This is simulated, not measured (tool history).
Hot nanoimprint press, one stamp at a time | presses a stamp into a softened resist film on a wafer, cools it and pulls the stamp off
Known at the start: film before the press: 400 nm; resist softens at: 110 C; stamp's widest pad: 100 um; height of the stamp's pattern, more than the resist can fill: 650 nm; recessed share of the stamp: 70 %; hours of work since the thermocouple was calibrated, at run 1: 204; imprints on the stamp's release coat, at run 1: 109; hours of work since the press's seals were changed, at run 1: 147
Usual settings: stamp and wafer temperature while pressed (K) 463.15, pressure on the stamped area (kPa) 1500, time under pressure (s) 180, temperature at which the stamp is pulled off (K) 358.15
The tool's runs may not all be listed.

run,hour,stamp and wafer temperature while pressed (K),pressure on the stamped area (kPa),time under pressure (s),temperature at which the stamp is pulled off (K),hours of work since the thermocouple was calibrated,imprints on the stamp's release coat,hours of work since the press's seals were changed,resist left under the stamp's widest pad (angstrom),greatest force while the stamp is pulled off (N)
1,0.0,463.15,1500,180,358.15,204,109,147,1887,194
2,7.4,463.15,1500,180,358.15,208,134,152,1887,201
3,20.5,463.15,1500,180,358.15,216,180,160,1887,199
4,30.2,463.15,1500,180,358.15,222,213,166,1885,202
5,39.2,463.15,1500,180,358.15,228,244,171,1886,203
6,53.0,461.15,1500,180,358.15,236,293,180,1985,209
7,59.5,461.15,1500,180,358.15,240,315,184,1988,213
8,65.3,452.15,1500,180,358.15,244,335,187,2513,210
9,79.0,452.15,1500,180,358.15,252,383,196,2511,213
10,89.2,462.15,1500,180,358.15,259,418,202,1936,215
11,99.8,462.15,1500,180,358.15,265,455,208,1935,216
12,114.0,463.15,1500,180,358.15,274,504,217,1883,220
13,124.9,463.15,1500,180,358.15,280,542,224,1884,221
14,136.2,463.15,1500,180,358.15,287,581,231,1883,227
15,150.4,463.15,1430,180,358.15,296,631,239,1928,228
16,158.5,463.15,1850,180,358.15,301,659,244,1695,229
# hour 171.3: stamp cleaned and given a new release coat
17,175.9,453.15,1500,221,358.15,308,16,251,2304,192
# hour 179.9: plate thermocouple calibrated
18,191.8,463.15,2150,172,358.15,7,61,259,1587,193
19,198.2,463.15,1530,160,343.15,11,83,263,1931,270
20,210.3,463.15,1530,160,343.15,19,125,271,1929,273
21,223.2,463.15,1530,160,343.15,27,170,279,1932,276
# hour 227.4: plate thermocouple calibrated, once more
22,235.0,463.15,1530,160,343.15,5,201,284,1990,285
23,245.7,463.15,1230,181,363.15,11,238,291,2119,182
24,258.1,463.15,1270,180,349.15,19,281,298,2090,257
25,267.3,455.15,1360,190,346.15,24,313,304,2442,275
26,280.8,455.15,1360,190,346.15,33,359,312,2442,280
27,289.4,463.15,1030,180,356.15,38,389,317,2294,225
28,295.9,464.15,1770,180,358.15,42,412,321,1734,214
29,306.9,463.15,1570,105,358.15,49,450,328,2252,224

5 ways to go on from here, each from the tool as it stands after run 29. What would each give?
A,312.8,463.15,1140,105,358.15,52,471,332,?,?
B,312.8,459.15,1630,180,359.15,52,471,332,?,?
C,312.8,463.15,1100,123,361.15,52,471,332,?,?
D,312.8,463.15,1500,99,351.15,52,471,332,?,?
E,312.8,463.15,1500,294,358.15,52,471,332,?,?

run,resist left under the stamp's widest pad (angstrom),greatest force while the stamp is pulled off (N)
A,2566,224
B,2067,217
C,2494,205
D,2338,261
E,1626,221
Without the tool's hidden state the same runs would have given:
run,resist left under the stamp's widest pad (angstrom),greatest force while the stamp is pulled off (N)
A,2549,197
B,2041,191
C,2478,180
D,2314,229
E,1605,194
